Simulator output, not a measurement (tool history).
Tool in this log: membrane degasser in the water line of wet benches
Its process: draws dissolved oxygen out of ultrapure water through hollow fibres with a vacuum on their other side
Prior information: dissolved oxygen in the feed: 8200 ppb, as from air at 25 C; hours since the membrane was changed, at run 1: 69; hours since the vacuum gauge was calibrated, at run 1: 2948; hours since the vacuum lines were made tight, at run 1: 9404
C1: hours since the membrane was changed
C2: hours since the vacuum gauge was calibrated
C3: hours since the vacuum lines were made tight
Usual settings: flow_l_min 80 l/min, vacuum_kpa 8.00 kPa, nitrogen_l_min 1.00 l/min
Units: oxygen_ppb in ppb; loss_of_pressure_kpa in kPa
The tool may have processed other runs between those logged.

run 1 hour=0.0 | flow_l_min=80 vacuum_kpa=8.00 nitrogen_l_min=1.00 | C1=69 C2=2948 C3=9404 | oxygen_ppb=904.9 loss_of_pressure_kpa=51.22
run 2 hour=28.6 | flow_l_min=80 vacuum_kpa=8.00 nitrogen_l_min=2.84 | C1=98 C2=2977 C3=9432 | oxygen_ppb=587.5 loss_of_pressure_kpa=51.63
run 3 hour=76.7 | flow_l_min=80 vacuum_kpa=8.00 nitrogen_l_min=0.48 | C1=146 C2=3025 C3=9480 | oxygen_ppb=1192.7 loss_of_pressure_kpa=51.23
run 4 hour=107.4 | flow_l_min=80 vacuum_kpa=8.00 nitrogen_l_min=0.48 | C1=177 C2=3055 C3=9511 | oxygen_ppb=1221.0 loss_of_pressure_kpa=51.51
run 5 hour=154.9 | flow_l_min=80 vacuum_kpa=8.00 nitrogen_l_min=0.48 | C1=224 C2=3103 C3=9559 | oxygen_ppb=1211.7 loss_of_pressure_kpa=51.52
run 6 hour=180.2 | flow_l_min=80 vacuum_kpa=16.76 nitrogen_l_min=1.00 | C1=249 C2=3128 C3=9584 | oxygen_ppb=1807.3 loss_of_pressure_kpa=50.94
run 7 hour=220.2 | flow_l_min=80 vacuum_kpa=8.00 nitrogen_l_min=1.00 | C1=289 C2=3168 C3=9624 | oxygen_ppb=899.9 loss_of_pressure_kpa=51.38
run 8 hour=269.7 | flow_l_min=80 vacuum_kpa=8.00 nitrogen_l_min=1.00 | C1=339 C2=3218 C3=9674 | oxygen_ppb=899.5 loss_of_pressure_kpa=50.96
run 9 hour=316.9 | flow_l_min=80 vacuum_kpa=8.00 nitrogen_l_min=1.00 | C1=386 C2=3265 C3=9721 | oxygen_ppb=892.4 loss_of_pressure_kpa=51.49
run 10 hour=339.3 | flow_l_min=80 vacuum_kpa=8.00 nitrogen_l_min=1.00 | C1=408 C2=3287 C3=9743 | oxygen_ppb=909.0 loss_of_pressure_kpa=51.43
run 11 hour=361.7 | flow_l_min=80 vacuum_kpa=8.00 nitrogen_l_min=1.00 | C1=431 C2=3310 C3=9766 | oxygen_ppb=894.0 loss_of_pressure_kpa=51.04
run 12 hour=404.7 | flow_l_min=68 vacuum_kpa=8.00 nitrogen_l_min=1.00 | C1=474 C2=3353 C3=9808 | oxygen_ppb=740.5 loss_of_pressure_kpa=43.80
run 13 hour=455.3 | flow_l_min=68 vacuum_kpa=8.00 nitrogen_l_min=1.00 | C1=524 C2=3403 C3=9859 | oxygen_ppb=735.0 loss_of_pressure_kpa=43.59
run 14 hour=495.5 | flow_l_min=80 vacuum_kpa=8.00 nitrogen_l_min=1.00 | C1=565 C2=3443 C3=9899 | oxygen_ppb=909.3 loss_of_pressure_kpa=51.20
run 15 hour=519.7 | flow_l_min=80 vacuum_kpa=8.00 nitrogen_l_min=1.00 | C1=589 C2=3468 C3=9923 | oxygen_ppb=905.7 loss_of_pressure_kpa=51.40
run 16 hour=566.1 | flow_l_min=80 vacuum_kpa=8.00 nitrogen_l_min=1.00 | C1=635 C2=3514 C3=9970 | oxygen_ppb=901.3 loss_of_pressure_kpa=51.52
run 17 hour=588.4 | flow_l_min=79 vacuum_kpa=13.79 nitrogen_l_min=1.33 | C1=658 C2=3536 C3=9992 | oxygen_ppb=1304.3 loss_of_pressure_kpa=50.52
run 18 hour=632.8 | flow_l_min=111 vacuum_kpa=5.87 nitrogen_l_min=1.08 | C1=702 C2=3581 C3=10037 | oxygen_ppb=1042.4 loss_of_pressure_kpa=71.01
run 19 hour=675.9 | flow_l_min=111 vacuum_kpa=5.87 nitrogen_l_min=1.08 | C1=745 C2=3624 C3=10080 | oxygen_ppb=1063.9 loss_of_pressure_kpa=71.24
run 20 hour=716.3 | flow_l_min=111 vacuum_kpa=5.87 nitrogen_l_min=1.08 | C1=785 C2=3664 C3=10120 | oxygen_ppb=1049.6 loss_of_pressure_kpa=71.54
-- hour=738.7 vacuum gauge calibrated
run 21 hour=759.0 | flow_l_min=86 vacuum_kpa=10.87 nitrogen_l_min=1.17 | C1=828 C2=20 C3=10162 | oxygen_ppb=1222.2 loss_of_pressure_kpa=54.71
run 22 hour=790.6 | flow_l_min=107 vacuum_kpa=17.42 nitrogen_l_min=0.63 | C1=859 C2=52 C3=10194 | oxygen_ppb=2799.4 loss_of_pressure_kpa=68.71
run 23 hour=834.0 | flow_l_min=82 vacuum_kpa=17.42 nitrogen_l_min=2.45 | C1=903 C2=95 C3=10237 | oxygen_ppb=1151.0 loss_of_pressure_kpa=52.21
run 24 hour=864.8 | flow_l_min=83 vacuum_kpa=5.58 nitrogen_l_min=1.00 | C1=933 C2=126 C3=10268 | oxygen_ppb=659.6 loss_of_pressure_kpa=53.32
run 25 hour=914.0 | flow_l_min=80 vacuum_kpa=6.90 nitrogen_l_min=1.00 | C1=983 C2=175 C3=10317 | oxygen_ppb=771.2 loss_of_pressure_kpa=51.36
run 26 hour=945.9 | flow_l_min=80 vacuum_kpa=5.27 nitrogen_l_min=1.00 | C1=1015 C2=207 C3=10349 | oxygen_ppb=585.1 loss_of_pressure_kpa=51.20
run 27 hour=984.4 | flow_l_min=73 vacuum_kpa=5.96 nitrogen_l_min=0.56 | C1=1053 C2=246 C3=10388 | oxygen_ppb=705.7 loss_of_pressure_kpa=46.64
run 28 hour=1024.7 | flow_l_min=84 vacuum_kpa=11.99 nitrogen_l_min=0.48 | C1=1093 C2=286 C3=10428 | oxygen_ppb=1907.5 loss_of_pressure_kpa=53.76
run 29 hour=1049.7 | flow_l_min=66 vacuum_kpa=5.11 nitrogen_l_min=2.56 | C1=1118 C2=311 C3=10453 | oxygen_ppb=291.6 loss_of_pressure_kpa=42.21
run 30 hour=1098.0 | flow_l_min=79 vacuum_kpa=8.00 nitrogen_l_min=2.90 | C1=1167 C2=359 C3=10501 | oxygen_ppb=569.6 loss_of_pressure_kpa=50.52
run 31 hour=1118.8 | flow_l_min=79 vacuum_kpa=8.00 nitrogen_l_min=2.90 | C1=1187 C2=380 C3=10522 | oxygen_ppb=572.9 loss_of_pressure_kpa=51.15
run 32 hour=1168.5 | flow_l_min=79 vacuum_kpa=8.00 nitrogen_l_min=2.90 | C1=1237 C2=430 C3=10572 | oxygen_ppb=576.7 loss_of_pressure_kpa=50.99

How the hidden state differs across the entries between the runs, from the last listed run before each to the first after it:
Between runs 20 and 21: vacuum gauge calibrated (hour 738.7)
  true pressure behind the membrane over the reading, kPa: 0.17 -> 0.06
  measured result minus the result with no hidden state, oxygen_ppb: +24.3 -> +6.4 ppb

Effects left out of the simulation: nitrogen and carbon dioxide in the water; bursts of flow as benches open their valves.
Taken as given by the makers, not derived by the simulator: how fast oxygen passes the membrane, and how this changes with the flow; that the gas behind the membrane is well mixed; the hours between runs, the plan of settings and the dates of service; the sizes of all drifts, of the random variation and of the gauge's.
